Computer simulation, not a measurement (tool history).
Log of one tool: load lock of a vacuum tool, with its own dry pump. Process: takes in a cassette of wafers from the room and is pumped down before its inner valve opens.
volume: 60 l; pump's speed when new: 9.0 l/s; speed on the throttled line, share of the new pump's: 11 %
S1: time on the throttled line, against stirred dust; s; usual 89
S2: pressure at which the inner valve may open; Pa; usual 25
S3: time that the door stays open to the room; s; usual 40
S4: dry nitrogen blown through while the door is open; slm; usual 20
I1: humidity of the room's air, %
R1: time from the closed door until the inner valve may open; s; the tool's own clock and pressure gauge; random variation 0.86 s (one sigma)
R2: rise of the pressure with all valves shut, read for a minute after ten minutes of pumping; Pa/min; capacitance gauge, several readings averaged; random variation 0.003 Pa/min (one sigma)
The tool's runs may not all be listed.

Run 1, day 0.000: usual settings; I1 43.0. Result: R1 133.8 s, R2 0.017 Pa/min.
Run 2, day 6.142: usual settings; I1 47.5. Result: R1 134.5 s, R2 0.018 Pa/min.
Run 3, day 11.488: usual settings; I1 43.3. Result: R1 135.5 s, R2 0.015 Pa/min.
Run 4, day 15.496: usual settings; I1 44.8. Result: R1 134.3 s, R2 0.017 Pa/min.
Run 5, day 21.233: usual settings but S1 71 s; I1 48.9. Result: R1 119.0 s, R2 0.020 Pa/min.
Run 6, day 28.071: usual settings but S1 71 s; I1 48.2. Result: R1 119.8 s, R2 0.024 Pa/min.
Run 7, day 34.979: usual settings but S1 71 s; I1 46.5. Result: R1 118.6 s, R2 0.018 Pa/min.
Run 8, day 40.867: usual settings; I1 40.4. Result: R1 134.9 s, R2 0.017 Pa/min.
Run 9, day 48.212: usual settings; I1 42.1. Result: R1 134.7 s, R2 0.019 Pa/min.
Run 10, day 55.083: usual settings; I1 48.7. Result: R1 134.3 s, R2 0.013 Pa/min.
Run 11, day 60.942: usual settings but S1 123 s; I1 45.4. Result: R1 166.1 s, R2 0.017 Pa/min.
Run 12, day 64.754: usual settings but S3 54 s; I1 44.0. Result: R1 135.2 s, R2 0.020 Pa/min.
Run 13, day 72.096: usual settings; I1 45.8. Result: R1 135.0 s, R2 0.013 Pa/min.
Run 14, day 78.508: usual settings; I1 42.6. Result: R1 134.1 s, R2 0.023 Pa/min.
Run 15, day 83.125: usual settings; I1 42.9. Result: R1 134.7 s, R2 0.018 Pa/min.
Run 16, day 86.783: usual settings; I1 42.5. Result: R1 135.5 s, R2 0.020 Pa/min.
Run 17, day 93.446: usual settings; I1 41.7. Result: R1 136.0 s, R2 0.016 Pa/min.
Run 18, day 100.579: usual settings but S1 98 s, S2 24 Pa, S4 39 slm; I1 43.7. Result: R1 143.9 s, R2 0.009 Pa/min.
Run 19, day 104.246: usual settings but S2 23 Pa, S3 57 s, S4 29 slm; I1 46.4. Result: R1 134.8 s, R2 0.011 Pa/min.
Run 20, day 111.571: usual settings but S1 137 s, S2 26 Pa, S3 57 s, S4 7 slm; I1 48.7. Result: R1 176.1 s, R2 0.029 Pa/min.
Run 21, day 119.617: usual settings but S1 54 s, S3 109 s, S4 8 slm; I1 43.6. Result: R1 102.9 s, R2 0.039 Pa/min.
Run 22, day 125.417: usual settings but S1 54 s, S3 109 s, S4 8 slm; I1 45.7. Result: R1 104.1 s, R2 0.036 Pa/min.
Run 23, day 133.842: usual settings but S1 51 s, S2 34 Pa, S3 166 s; I1 45.3. Result: R1 98.8 s, R2 0.034 Pa/min.
Run 24, day 137.450: usual settings but S1 50 s, S2 34 Pa, S3 27 s; I1 44.1. Result: R1 97.9 s, R2 0.013 Pa/min.
Run 25, day 141.679: usual settings but S1 50 s, S2 37 Pa, S3 27 s, S4 7 slm; I1 45.5. Result: R1 97.1 s, R2 0.016 Pa/min.
Run 26, day 149.454: usual settings but S1 120 s, S2 40 Pa, S3 116 s; I1 44.7. Result: R1 157.7 s, R2 0.034 Pa/min.
Run 27, day 154.392: usual settings but S1 101 s, S2 33 Pa, S3 213 s; I1 44.2. Result: R1 144.0 s, R2 0.043 Pa/min.
Run 28, day 162.625: usual settings but S1 52 s, S2 30 Pa; I1 46.0. Result: R1 101.4 s, R2 0.019 Pa/min.
Run 29, day 170.562: usual settings but S2 22 Pa; I1 42.5. Result: R1 135.1 s, R2 0.018 Pa/min.
Run 30, day 174.862: usual settings but S2 19 Pa, S3 104 s, S4 10 slm; I1 44.9. Result: R1 137.0 s, R2 0.036 Pa/min.
Run 31, day 182.458: usual settings but S1 124 s, S2 23 Pa, S3 73 s, S4 15 slm; I1 44.4. Result: R1 167.2 s, R2 0.028 Pa/min.
Run 32, day 186.958: usual settings but S1 124 s, S2 23 Pa, S3 73 s, S4 15 slm; I1 42.0. Result: R1 166.4 s, R2 0.021 Pa/min.

4 ways to go on from here, each from the tool as it stands after run 32. What would each give?
Run A, day 194.379: usual settings but S2 40 Pa, S3 147 s; I1 44.8. Result: R1 ?, R2 ?.
Run B, day 194.379: usual settings but S1 45 s, S2 38 Pa, S3 73 s, S4 15 slm; I1 45.4. Result: R1 ?, R2 ?.
Run C, day 194.379: usual settings but S1 80 s, S2 23 Pa, S3 73 s, S4 4 slm; I1 48.1. Result: R1 ?, R2 ?.
Run D, day 194.379: usual settings but S2 27 Pa; I1 47.4. Result: R1 ?, R2 ?.

run     R1     R2
  A  131.6  0.028
  B   92.1  0.025
  C  127.4  0.037
  D  134.0  0.019
Without the tool's hidden state the same runs would have given:
run     R1     R2
  A  131.6  0.027
  B   92.1  0.024
  C  127.4  0.036
  D  134.0  0.018

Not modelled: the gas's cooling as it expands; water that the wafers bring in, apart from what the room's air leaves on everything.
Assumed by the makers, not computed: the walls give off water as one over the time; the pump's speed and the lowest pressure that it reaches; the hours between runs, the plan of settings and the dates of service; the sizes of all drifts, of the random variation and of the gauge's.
